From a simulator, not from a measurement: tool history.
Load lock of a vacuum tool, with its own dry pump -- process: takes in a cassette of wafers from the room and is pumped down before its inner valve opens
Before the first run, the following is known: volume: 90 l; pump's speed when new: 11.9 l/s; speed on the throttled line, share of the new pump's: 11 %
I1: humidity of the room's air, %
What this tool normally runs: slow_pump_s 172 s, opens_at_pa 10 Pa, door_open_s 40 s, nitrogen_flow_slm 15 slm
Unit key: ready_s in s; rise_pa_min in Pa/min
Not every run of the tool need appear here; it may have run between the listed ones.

Run 1, hour 0: usual settings; I1 45. Result: ready_s 237 s, rise_pa_min 0.034 Pa/min.
Run 2, hour 178.2: usual settings but slow_pump_s 150 s; I1 46.6. Result: ready_s 222.2 s, rise_pa_min 0.043 Pa/min.
Run 3, hour 502.2: usual settings but slow_pump_s 150 s; I1 47. Result: ready_s 221 s, rise_pa_min 0.047 Pa/min.
Run 4, hour 842.6: usual settings but slow_pump_s 150 s; I1 44.6. Result: ready_s 222 s, rise_pa_min 0.048 Pa/min.
Run 5, hour 1070.8: usual settings but slow_pump_s 150 s; I1 49.9. Result: ready_s 223.5 s, rise_pa_min 0.054 Pa/min.
Run 6, hour 1249: usual settings but slow_pump_s 150 s; I1 46.7. Result: ready_s 223.2 s, rise_pa_min 0.048 Pa/min.
Run 7, hour 1576.6: usual settings but slow_pump_s 150 s; I1 46.9. Result: ready_s 222.8 s, rise_pa_min 0.049 Pa/min.
Run 8, hour 1808.6: usual settings but slow_pump_s 150 s; I1 44.1. Result: ready_s 224.2 s, rise_pa_min 0.065 Pa/min.
Run 9, hour 2071.7: usual settings but slow_pump_s 273 s; I1 42.7. Result: ready_s 331.3 s, rise_pa_min 0.065 Pa/min.
At hour 2159.9: dry pump taken out, an overhauled one fitted.
Run 10, hour 2308.6: usual settings but slow_pump_s 273 s; I1 45.3. Result: ready_s 311.2 s, rise_pa_min 0.074 Pa/min.
Run 11, hour 2592.6: usual settings; I1 46.1. Result: ready_s 222.7 s, rise_pa_min 0.07 Pa/min.
Run 12, hour 2810.2: usual settings; I1 44.2. Result: ready_s 225.5 s, rise_pa_min 0.075 Pa/min.
Run 13, hour 3044.2: usual settings; I1 44.9. Result: ready_s 222.3 s, rise_pa_min 0.079 Pa/min.
Run 14, hour 3216.3: usual settings; I1 44.9. Result: ready_s 225.2 s, rise_pa_min 0.08 Pa/min.
Run 15, hour 3480.5: usual settings; I1 47.1. Result: ready_s 224.5 s, rise_pa_min 0.089 Pa/min.
Run 16, hour 3812.7: usual settings; I1 45.4. Result: ready_s 226.8 s, rise_pa_min 0.091 Pa/min.
Run 17, hour 4037.5: usual settings; I1 44.7. Result: ready_s 227.6 s, rise_pa_min 0.092 Pa/min.
Run 18, hour 4236.3: usual settings; I1 46.3. Result: ready_s 224.2 s, rise_pa_min 0.096 Pa/min.
Run 19, hour 4392.9: usual settings; I1 44.1. Result: ready_s 228.3 s, rise_pa_min 0.101 Pa/min.
Run 20, hour 4595.6: usual settings but nitrogen_flow_slm 12 slm; I1 43.3. Result: ready_s 221.8 s, rise_pa_min 0.108 Pa/min.
Run 21, hour 4839.3: usual settings but slow_pump_s 107 s, door_open_s 31 s; I1 46.2. Result: ready_s 168.9 s, rise_pa_min 0.107 Pa/min.
Run 22, hour 5084.9: usual settings but slow_pump_s 107 s, door_open_s 45 s; I1 46.2. Result: ready_s 168.9 s, rise_pa_min 0.11 Pa/min.
Run 23, hour 5284.7: usual settings but slow_pump_s 104 s, door_open_s 47 s; I1 42.7. Result: ready_s 168.8 s, rise_pa_min 0.113 Pa/min.
Run 24, hour 5469: usual settings but slow_pump_s 104 s, door_open_s 74 s, nitrogen_flow_slm 5 slm; I1 44.4. Result: ready_s 167.2 s, rise_pa_min 0.126 Pa/min.
Run 25, hour 5786.1: usual settings but slow_pump_s 145 s, opens_at_pa 11 Pa, door_open_s 187 s, nitrogen_flow_slm 31 slm; I1 43.9. Result: ready_s 202.7 s, rise_pa_min 0.125 Pa/min.
Run 26, hour 5981.5: usual settings but slow_pump_s 89 s, opens_at_pa 19 Pa, door_open_s 114 s, nitrogen_flow_slm 5 slm; I1 45.5. Result: ready_s 148.8 s, rise_pa_min 0.149 Pa/min.
Run 27, hour 6258.8: usual settings but slow_pump_s 89 s, opens_at_pa 19 Pa, door_open_s 114 s, nitrogen_flow_slm 5 slm; I1 45.9. Result: ready_s 150.7 s, rise_pa_min 0.152 Pa/min.
Run 28, hour 6423.5: usual settings but slow_pump_s 201 s; I1 46.3. Result: ready_s 254.1 s, rise_pa_min 0.136 Pa/min.
Run 29, hour 6641: usual settings but slow_pump_s 177 s, opens_at_pa 19 Pa, door_open_s 167 s, nitrogen_flow_slm 24 slm; I1 46.7. Result: ready_s 228.1 s, rise_pa_min 0.148 Pa/min.
Run 30, hour 6978.1: usual settings but slow_pump_s 177 s, opens_at_pa 19 Pa, door_open_s 167 s, nitrogen_flow_slm 24 slm; I1 44.8. Result: ready_s 229.2 s, rise_pa_min 0.151 Pa/min.
Run 31, hour 7151.9: usual settings but slow_pump_s 325 s, opens_at_pa 8 Pa, door_open_s 50 s, nitrogen_flow_slm 19 slm; I1 43.3. Result: ready_s 360.2 s, rise_pa_min 0.15 Pa/min.
Run 32, hour 7305.2: usual settings but slow_pump_s 325 s, opens_at_pa 8 Pa, door_open_s 50 s, nitrogen_flow_slm 19 slm; I1 44.8. Result: ready_s 368.6 s, rise_pa_min 0.157 Pa/min.
Run 33, hour 7644.7: usual settings but opens_at_pa 9 Pa; I1 43.7. Result: ready_s 231.9 s, rise_pa_min 0.16 Pa/min.
Run 34, hour 7900.7: usual settings but opens_at_pa 9 Pa, door_open_s 72 s, nitrogen_flow_slm 35 slm; I1 42.1. Result: ready_s 230.6 s, rise_pa_min 0.161 Pa/min.
Run 35, hour 8203.7: usual settings but slow_pump_s 119 s, opens_at_pa 16 Pa, door_open_s 150 s, nitrogen_flow_slm 16 slm; I1 45.7. Result: ready_s 183.1 s, rise_pa_min 0.183 Pa/min.
Run 36, hour 8411.5: usual settings but slow_pump_s 224 s, opens_at_pa 9 Pa; I1 45.7. Result: ready_s 277 s, rise_pa_min 0.175 Pa/min.
Run 37, hour 8663.3: usual settings but slow_pump_s 224 s, opens_at_pa 9 Pa; I1 46.5. Result: ready_s 279.2 s, rise_pa_min 0.178 Pa/min.

Results for each run, recomputed without the tool's hidden state and with each run's random variation untouched:
Hidden state at play: pump's speed, % of a new pump's; leak at the door's seal, Pa l/s; drift of the gauge itself on ready_s, %; drift of the gauge itself on rise_pa_min, %.
run  ready_s  rise_pa_min
  1    222.1        0.003
  2    206.1         0.01
  3    204.5         0.01
  4    204.5        0.006
  5    205.4        0.009
  6    204.7        0.002
  7    203.5            0
  8    204.2         0.01
  9    315.7        0.007
 10    311.3        0.013
 11    222.5        0.005
 12    225.1        0.007
 13    221.5        0.009
 14    224.1        0.006
 15    223.1        0.012
 16      225        0.008
 17    225.5        0.005
 18    221.9        0.006
 19    225.6        0.008
 20      219        0.011
 21    165.3        0.007
 22    164.9        0.006
 23    164.2        0.006
 24    162.3        0.015
 25      198         0.01
 26    143.6         0.03
 27    145.1        0.027
 28    248.8        0.007
 29    222.9        0.017
 30    223.4        0.012
 31    355.3        0.009
 32    363.5        0.012
 33    224.3        0.007
 34    222.5        0.004
 35    174.1        0.017
 36    268.9        0.008
 37    270.7        0.006

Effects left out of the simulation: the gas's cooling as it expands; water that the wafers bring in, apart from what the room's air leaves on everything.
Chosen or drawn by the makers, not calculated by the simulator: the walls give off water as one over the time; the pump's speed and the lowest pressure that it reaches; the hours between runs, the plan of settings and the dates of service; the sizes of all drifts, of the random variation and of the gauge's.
